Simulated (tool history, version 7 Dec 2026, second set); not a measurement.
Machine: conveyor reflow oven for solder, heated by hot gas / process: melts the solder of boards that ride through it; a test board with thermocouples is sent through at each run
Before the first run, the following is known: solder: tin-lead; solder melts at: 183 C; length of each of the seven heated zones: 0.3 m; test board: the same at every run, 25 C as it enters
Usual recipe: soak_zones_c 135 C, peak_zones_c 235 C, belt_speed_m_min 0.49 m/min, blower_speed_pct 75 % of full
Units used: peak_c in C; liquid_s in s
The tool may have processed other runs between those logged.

{"run": 1, "hour": 0.0, "soak_zones_c": 135, "peak_zones_c": 235, "belt_speed_m_min": 0.49, "blower_speed_pct": 75, "peak_c": 222.1, "liquid_s": 57.7}
{"run": 2, "hour": 39.6, "soak_zones_c": 135, "peak_zones_c": 246, "belt_speed_m_min": 0.49, "blower_speed_pct": 75, "peak_c": 231.5, "liquid_s": 62.8}
{"run": 3, "hour": 95.4, "soak_zones_c": 135, "peak_zones_c": 246, "belt_speed_m_min": 0.49, "blower_speed_pct": 75, "peak_c": 231.1, "liquid_s": 63.6}
{"hour": 154.6, "done": "flux residue cleaned out of gas plates and filters"}
{"run": 4, "hour": 158.8, "soak_zones_c": 135, "peak_zones_c": 246, "belt_speed_m_min": 0.49, "blower_speed_pct": 75, "peak_c": 230.8, "liquid_s": 62.9}
{"hour": 173.3, "done": "thermocouples of zones 6 and 7 changed"}
{"run": 5, "hour": 215.9, "soak_zones_c": 135, "peak_zones_c": 235, "belt_speed_m_min": 0.49, "blower_speed_pct": 75, "peak_c": 218.6, "liquid_s": 55.5}
{"run": 6, "hour": 262.5, "soak_zones_c": 135, "peak_zones_c": 235, "belt_speed_m_min": 0.49, "blower_speed_pct": 75, "peak_c": 218.6, "liquid_s": 55}
{"run": 7, "hour": 298.1, "soak_zones_c": 135, "peak_zones_c": 235, "belt_speed_m_min": 0.49, "blower_speed_pct": 68, "peak_c": 217.1, "liquid_s": 54.2}
{"hour": 328.5, "done": "flux residue cleaned out of gas plates and filters, once more"}
{"run": 8, "hour": 357.1, "soak_zones_c": 135, "peak_zones_c": 235, "belt_speed_m_min": 0.49, "blower_speed_pct": 68, "peak_c": 219.7, "liquid_s": 56.6}
{"run": 9, "hour": 429.3, "soak_zones_c": 135, "peak_zones_c": 235, "belt_speed_m_min": 0.49, "blower_speed_pct": 68, "peak_c": 219.5, "liquid_s": 56.5}
{"run": 10, "hour": 492.4, "soak_zones_c": 135, "peak_zones_c": 235, "belt_speed_m_min": 0.49, "blower_speed_pct": 68, "peak_c": 219.5, "liquid_s": 56.4}
{"run": 11, "hour": 562.3, "soak_zones_c": 135, "peak_zones_c": 235, "belt_speed_m_min": 0.49, "blower_speed_pct": 75, "peak_c": 220.5, "liquid_s": 57.4}
{"run": 12, "hour": 617.6, "soak_zones_c": 135, "peak_zones_c": 235, "belt_speed_m_min": 0.49, "blower_speed_pct": 75, "peak_c": 220.6, "liquid_s": 57.5}
{"run": 13, "hour": 658.6, "soak_zones_c": 135, "peak_zones_c": 235, "belt_speed_m_min": 0.49, "blower_speed_pct": 75, "peak_c": 220.6, "liquid_s": 57.6}
{"run": 14, "hour": 723.1, "soak_zones_c": 135, "peak_zones_c": 246, "belt_speed_m_min": 0.49, "blower_speed_pct": 75, "peak_c": 230.2, "liquid_s": 63}
{"run": 15, "hour": 787.9, "soak_zones_c": 135, "peak_zones_c": 246, "belt_speed_m_min": 0.49, "blower_speed_pct": 75, "peak_c": 230.1, "liquid_s": 63.1}
{"hour": 830.6, "done": "flux residue cleaned out of gas plates and filters"}
{"run": 16, "hour": 838.8, "soak_zones_c": 135, "peak_zones_c": 246, "belt_speed_m_min": 0.49, "blower_speed_pct": 75, "peak_c": 232, "liquid_s": 64.3}
{"run": 17, "hour": 906.3, "soak_zones_c": 135, "peak_zones_c": 246, "belt_speed_m_min": 0.454, "blower_speed_pct": 80, "peak_c": 235, "liquid_s": 71.2}
{"run": 18, "hour": 977.4, "soak_zones_c": 135, "peak_zones_c": 246, "belt_speed_m_min": 0.454, "blower_speed_pct": 80, "peak_c": 234.6, "liquid_s": 71.7}
{"run": 19, "hour": 1024.0, "soak_zones_c": 129, "peak_zones_c": 235, "belt_speed_m_min": 0.474, "blower_speed_pct": 75, "peak_c": 221.5, "liquid_s": 58.9}
{"run": 20, "hour": 1092.9, "soak_zones_c": 135, "peak_zones_c": 235, "belt_speed_m_min": 0.391, "blower_speed_pct": 52, "peak_c": 223.4, "liquid_s": 75.8}
{"run": 21, "hour": 1136.3, "soak_zones_c": 149, "peak_zones_c": 225, "belt_speed_m_min": 0.49, "blower_speed_pct": 65, "peak_c": 213.3, "liquid_s": 57.7}
{"run": 22, "hour": 1187.7, "soak_zones_c": 149, "peak_zones_c": 229, "belt_speed_m_min": 0.445, "blower_speed_pct": 75, "peak_c": 220.3, "liquid_s": 69.9}
{"run": 23, "hour": 1253.7, "soak_zones_c": 149, "peak_zones_c": 229, "belt_speed_m_min": 0.445, "blower_speed_pct": 75, "peak_c": 220.2, "liquid_s": 69.8}
{"run": 24, "hour": 1313.7, "soak_zones_c": 149, "peak_zones_c": 229, "belt_speed_m_min": 0.538, "blower_speed_pct": 75, "peak_c": 215.6, "liquid_s": 53.9}
{"hour": 1334.1, "done": "flux residue cleaned out of gas plates and filters"}
{"run": 25, "hour": 1367.7, "soak_zones_c": 149, "peak_zones_c": 229, "belt_speed_m_min": 0.538, "blower_speed_pct": 75, "peak_c": 217, "liquid_s": 55.5}
{"run": 26, "hour": 1440.9, "soak_zones_c": 140, "peak_zones_c": 226, "belt_speed_m_min": 0.416, "blower_speed_pct": 69, "peak_c": 218.1, "liquid_s": 70.3}
{"run": 27, "hour": 1495.5, "soak_zones_c": 148, "peak_zones_c": 244, "belt_speed_m_min": 0.541, "blower_speed_pct": 81, "peak_c": 230.5, "liquid_s": 62.4}
{"run": 28, "hour": 1559.7, "soak_zones_c": 132, "peak_zones_c": 235, "belt_speed_m_min": 0.52, "blower_speed_pct": 75, "peak_c": 220.1, "liquid_s": 53.4}
{"run": 29, "hour": 1592.8, "soak_zones_c": 132, "peak_zones_c": 235, "belt_speed_m_min": 0.52, "blower_speed_pct": 75, "peak_c": 220.4, "liquid_s": 53.5}
{"run": 30, "hour": 1629.3, "soak_zones_c": 135, "peak_zones_c": 229, "belt_speed_m_min": 0.469, "blower_speed_pct": 75, "peak_c": 218.2, "liquid_s": 59.7}

How would selected steps in peak_c from run to run divide? Give the signed amount a tool lacking its hidden state would still show from settings, what came in and random variation, and the signed amount left for the hidden state, including any gauge scatter that is not in both of the compared results.
Hidden state at play: heat that the gas passes to the board, % of a clean oven's; belt's true speed, % of the reading; true gas temperature in zones 6 and 7 over the reading, C; drift of the gauge itself on peak_c, C; drift of the gauge itself on liquid_s, %.
Run 4 -> 5: peak_zones_c 246 -> 235, thermocouples of zones 6 and 7 changed. peak_c -12.2 C: hidden state -2.2, all else -10.
Run 7 -> 8: flux residue cleaned out of gas plates and filters, once more. peak_c +2.6 C: hidden state +2.6, all else +0.
Run 15 -> 16: flux residue cleaned out of gas plates and filters. peak_c +1.9 C: hidden state +1.7, all else +0.2.
Run 18 -> 19: soak_zones_c 135 -> 129, peak_zones_c 246 -> 235, belt_speed_m_min 0.454 -> 0.474, blower_speed_pct 80 -> 75. peak_c -13.1 C: hidden state -0.1, all else -13.
Run 26 -> 27: soak_zones_c 140 -> 148, peak_zones_c 226 -> 244, belt_speed_m_min 0.416 -> 0.541, blower_speed_pct 69 -> 81. peak_c +12.4 C: hidden state -0.1, all else +12.5.

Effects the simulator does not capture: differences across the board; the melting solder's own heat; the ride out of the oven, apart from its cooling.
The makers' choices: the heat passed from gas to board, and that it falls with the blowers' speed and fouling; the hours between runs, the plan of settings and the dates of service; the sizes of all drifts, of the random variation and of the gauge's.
